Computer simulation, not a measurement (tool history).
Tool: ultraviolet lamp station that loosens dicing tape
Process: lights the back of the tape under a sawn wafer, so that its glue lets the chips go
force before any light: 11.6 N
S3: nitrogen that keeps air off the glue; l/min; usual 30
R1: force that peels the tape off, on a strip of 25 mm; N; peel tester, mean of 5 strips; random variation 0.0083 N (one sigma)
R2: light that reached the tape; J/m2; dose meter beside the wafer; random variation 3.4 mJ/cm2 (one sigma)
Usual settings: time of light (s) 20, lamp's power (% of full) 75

Run 1, hour 0: usual settings. Result: R1 0.335 N, R2 5580 J/m2.
Run 2, hour 11.6: usual settings. Result: R1 0.355 N, R2 5530 J/m2.
Run 3, hour 19.4: usual settings. Result: R1 0.341 N, R2 5580 J/m2.
Run 4, hour 29.6: usual settings. Result: R1 0.323 N, R2 5640 J/m2.
Run 5, hour 41.3: usual settings. Result: R1 0.323 N, R2 5540 J/m2.
Run 6, hour 49.3: usual settings. Result: R1 0.33 N, R2 5530 J/m2.
Run 7, hour 56.8: usual settings. Result: R1 0.335 N, R2 5530 J/m2.
Run 8, hour 66.7: usual settings. Result: R1 0.335 N, R2 5640 J/m2.
Run 9, hour 75.7: usual settings but lamp's power (% of full) 99. Result: R1 0.153 N, R2 7410 J/m2.
Run 10, hour 87.5: usual settings. Result: R1 0.332 N, R2 5560 J/m2.
Run 11, hour 97.8: usual settings but lamp's power (% of full) 93. Result: R1 0.189 N, R2 6920 J/m2.
Run 12, hour 105.6: usual settings. Result: R1 0.331 N, R2 5600 J/m2.
Run 13, hour 112.1: usual settings. Result: R1 0.342 N, R2 5560 J/m2.
Run 14, hour 117.9: usual settings. Result: R1 0.32 N, R2 5610 J/m2.
Run 15, hour 128.4: usual settings. Result: R1 0.327 N, R2 5630 J/m2.
Run 16, hour 133.7: usual settings but lamp's power (% of full) 87. Result: R1 0.218 N, R2 6480 J/m2.
Run 17, hour 143.6: usual settings but lamp's power (% of full) 87. Result: R1 0.225 N, R2 6400 J/m2.
Run 18, hour 152.1: usual settings but lamp's power (% of full) 87. Result: R1 0.223 N, R2 6530 J/m2.
Run 19, hour 162.7: usual settings. Result: R1 0.328 N, R2 5600 J/m2.
Run 20, hour 173.1: usual settings. Result: R1 0.328 N, R2 5550 J/m2.
Run 21, hour 181.8: usual settings. Result: R1 0.331 N, R2 5540 J/m2.
Run 22, hour 193.7: usual settings. Result: R1 0.34 N, R2 5570 J/m2.
Run 23, hour 206.6: usual settings but time of light (s) 15, lamp's power (% of full) 60, S3 13 l/min. Result: R1 2.353 N, R2 3340 J/m2.
Run 24, hour 213.9: usual settings but lamp's power (% of full) 99, S3 10 l/min. Result: R1 0.541 N, R2 7360 J/m2.
Run 25, hour 222.5: usual settings but lamp's power (% of full) 99, S3 10 l/min. Result: R1 0.55 N, R2 7370 J/m2.
Run 26, hour 231.5: usual settings but S3 39 l/min. Result: R1 0.26 N, R2 5570 J/m2.
Run 27, hour 237.4: usual settings but time of light (s) 19, lamp's power (% of full) 91, S3 15 l/min. Result: R1 0.489 N, R2 6430 J/m2.
Run 28, hour 246.5: usual settings but time of light (s) 15, lamp's power (% of full) 61. Result: R1 1.16 N, R2 3420 J/m2.
Run 29, hour 258.3: usual settings but time of light (s) 15, lamp's power (% of full) 61, S3 33 l/min. Result: R1 1.043 N, R2 3450 J/m2.
Run 30, hour 270.3: usual settings but time of light (s) 15, lamp's power (% of full) 61, S3 33 l/min. Result: R1 1.074 N, R2 3410 J/m2.
Run 31, hour 280.9: usual settings but time of light (s) 15, lamp's power (% of full) 61, S3 35 l/min. Result: R1 1.03 N, R2 3380 J/m2.
Run 32, hour 288.9: usual settings but time of light (s) 15, lamp's power (% of full) 61, S3 34 l/min. Result: R1 1.055 N, R2 3400 J/m2.
Run 33, hour 297.3: usual settings but time of light (s) 15, lamp's power (% of full) 61, S3 34 l/min. Result: R1 1.033 N, R2 3480 J/m2.

Forecast run 34:
Run 34, hour 302.7: usual settings but time of light (s) 15, lamp's power (% of full) 61, S3 34 l/min. Result: R1 ?, R2 ?.

R1: 1.032 N
R2: 3440 J/m2
Without the tool's hidden state the same run would have given R1 1.028 N, R2 3450 J/m2.

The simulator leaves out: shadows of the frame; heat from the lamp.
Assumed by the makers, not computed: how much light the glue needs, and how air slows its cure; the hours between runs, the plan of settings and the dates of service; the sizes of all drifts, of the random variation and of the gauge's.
